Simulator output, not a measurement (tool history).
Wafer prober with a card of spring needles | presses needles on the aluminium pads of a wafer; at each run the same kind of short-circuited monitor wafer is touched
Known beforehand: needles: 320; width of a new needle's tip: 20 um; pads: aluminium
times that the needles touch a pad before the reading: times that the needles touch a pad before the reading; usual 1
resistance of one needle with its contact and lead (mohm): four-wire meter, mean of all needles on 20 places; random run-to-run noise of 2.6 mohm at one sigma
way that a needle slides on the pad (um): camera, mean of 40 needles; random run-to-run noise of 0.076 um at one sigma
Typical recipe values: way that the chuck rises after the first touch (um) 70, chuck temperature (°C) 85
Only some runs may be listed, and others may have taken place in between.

run,day,way that the chuck rises after the first touch (um),chuck temperature (°C),times that the needles touch a pad before the reading,resistance of one needle with its contact and lead (mohm),way that a needle slides on the pad (um)
1,0.000,70,85,1,487,10.94
# day 0.121: tips cleaned on abrasive film
# day 0.600: tips cleaned on abrasive film
# day 1.079: tips cleaned on abrasive film
# day 1.675: tips cleaned on abrasive film
# day 2.154: tips cleaned on abrasive film
2,2.604,70,51,1,550,10.96
# day 2.725: tips cleaned on abrasive film
# day 3.325: tips cleaned on abrasive film
# day 3.921: tips cleaned on abrasive film
# day 4.517: tips cleaned on abrasive film
# day 5.117: tips cleaned on abrasive film
# day 5.712: tips cleaned on abrasive film
3,6.012,89,85,1,420,13.72
# day 6.254: tips cleaned on abrasive film
# day 6.733: tips cleaned on abrasive film
# day 7.329: tips cleaned on abrasive film
# day 7.925: tips cleaned on abrasive film
# day 8.404: tips cleaned on abrasive film
# day 8.883: tips cleaned on abrasive film
# day 9.479: tips cleaned on abrasive film
# day 9.967: height of the first contact set anew
# day 9.988: tips cleaned on abrasive film
4,9.988,70,85,1,340,11.40
# day 10.583: tips cleaned on abrasive film
# day 11.183: tips cleaned on abrasive film
# day 11.779: tips cleaned on abrasive film
5,11.917,70,85,1,430,11.42
# day 12.279: tips cleaned on abrasive film
# day 12.754: tips cleaned on abrasive film
# day 13.354: tips cleaned on abrasive film
6,13.712,70,85,1,545,11.42
# day 13.838: tips cleaned on abrasive film
# day 14.433: tips cleaned on abrasive film
# day 15.033: tips cleaned on abrasive film
# day 15.508: tips cleaned on abrasive film
# day 16.008: tips cleaned on abrasive film
7,16.008,70,85,1,335,11.19
# day 16.488: tips cleaned on abrasive film
# day 17.088: tips cleaned on abrasive film
# day 17.683: tips cleaned on abrasive film
# day 18.279: tips cleaned on abrasive film
# day 18.758: tips cleaned on abrasive film
# day 19.354: tips cleaned on abrasive film
# day 19.929: tips cleaned on abrasive film
8,19.929,70,85,1,344,10.98
# day 20.525: tips cleaned on abrasive film
# day 21.125: tips cleaned on abrasive film
# day 21.604: tips cleaned on abrasive film
# day 22.200: tips cleaned on abrasive film
9,22.221,70,85,1,361,11.12
# day 22.458: tips cleaned on abrasive film, once more
# day 22.938: tips cleaned on abrasive film
# day 23.533: tips cleaned on abrasive film
# day 24.133: tips cleaned on abrasive film
# day 24.729: tips cleaned on abrasive film
10,25.154,70,85,1,588,11.05
# day 25.275: tips cleaned on abrasive film
# day 25.754: tips cleaned on abrasive film
# day 26.354: tips cleaned on abrasive film
# day 26.829: tips cleaned on abrasive film
# day 27.429: tips cleaned on abrasive film
# day 28.025: tips cleaned on abrasive film
# day 28.512: tips cleaned on abrasive film
11,28.512,70,85,1,341,10.92
# day 28.992: tips cleaned on abrasive film
# day 29.471: tips cleaned on abrasive film
# day 29.950: tips cleaned on abrasive film
# day 30.546: tips cleaned on abrasive film
# day 31.067: tips cleaned on abrasive film
12,31.067,70,85,1,338,10.92
# day 31.667: tips cleaned on abrasive film
# day 32.262: tips cleaned on abrasive film
# day 32.858: tips cleaned on abrasive film
# day 33.338: tips cleaned on abrasive film
13,33.625,76,85,1,463,11.54
# day 33.867: tips cleaned on abrasive film
# day 34.117: height of the first contact set anew
# day 34.354: tips cleaned on abrasive film
# day 34.954: tips cleaned on abrasive film
14,35.292,77,85,1,488,12.47
# day 35.533: tips cleaned on abrasive film
# day 36.012: tips cleaned on abrasive film
# day 36.608: tips cleaned on abrasive film
# day 37.204: tips cleaned on abrasive film
# day 37.804: tips cleaned on abrasive film
# day 38.400: tips cleaned on abrasive film
15,38.429,60,90,3,358,9.63
# day 38.908: tips cleaned on abrasive film
# day 39.383: tips cleaned on abrasive film
# day 39.862: tips cleaned on abrasive film
# day 40.462: tips cleaned on abrasive film
# day 40.938: tips cleaned on abrasive film
# day 41.538: tips cleaned on abrasive film
# day 42.075: tips cleaned on abrasive film
16,42.075,70,85,1,336,11.17
# day 42.554: tips cleaned on abrasive film
# day 43.154: tips cleaned on abrasive film
# day 43.750: tips cleaned on abrasive film
# day 44.346: tips cleaned on abrasive film
# day 44.946: tips cleaned on abrasive film
# day 45.471: tips cleaned on abrasive film
17,45.471,70,62,1,350,11.02

For run 18, what comes out?
# day 46.067: tips cleaned on abrasive film
# day 46.546: tips cleaned on abrasive film
# day 47.146: tips cleaned on abrasive film
18,47.446,55,84,2,?,?

{"run 18": {"resistance of one needle with its contact and lead (mohm)": 549, "way that a needle slides on the pad (um)": 8.59}}
On a tool with no hidden condition, and with the same random variation, this run would have come out at resistance of one needle with its contact and lead (mohm) 317, way that a needle slides on the pad (um) 9.00.
